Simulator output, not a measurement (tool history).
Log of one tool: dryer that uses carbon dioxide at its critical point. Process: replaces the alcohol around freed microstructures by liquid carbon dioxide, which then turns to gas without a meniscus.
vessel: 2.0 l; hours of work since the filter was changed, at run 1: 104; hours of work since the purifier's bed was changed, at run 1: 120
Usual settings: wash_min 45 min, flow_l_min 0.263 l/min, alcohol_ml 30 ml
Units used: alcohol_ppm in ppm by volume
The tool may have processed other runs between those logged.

run	hour	wash_min	flow_l_min	alcohol_ml	hours of work since the filter was changed	hours of work since the purifier's bed was changed	alcohol_ppm
1	0	45	0.263	30	104	120	239
2	29	45	0.268	30	114	130	231
3	45.2	45	0.268	30	120	136	239
4	72.5	45	0.263	30	130	146	263
5	88.1	45	0.263	30	135	152	267
6	116.1	38	0.263	30	145	162	509
7	130.6	38	0.263	30	151	167	527
# hour 144.3: inlet filter changed
8	152	34	0.212	92	3	174	2782
9	173.4	46	0.346	66	10	182	77
10	200.2	45	0.263	55	20	192	285

How the hidden state differs across the entries between the runs, from the last listed run before each to the first after it:
In the gap between runs 7 and 8: inlet filter changed (hour 144.3)
  flow that reaches the vessel past the clogged filter, %: 85.9 -> 99.7; alcohol in the recycled carbon dioxide, ppm: 16.7 -> 17.3
  difference, measured minus the result without the unlogged condition, alcohol_ppm: +229 -> +35 ppm by volume
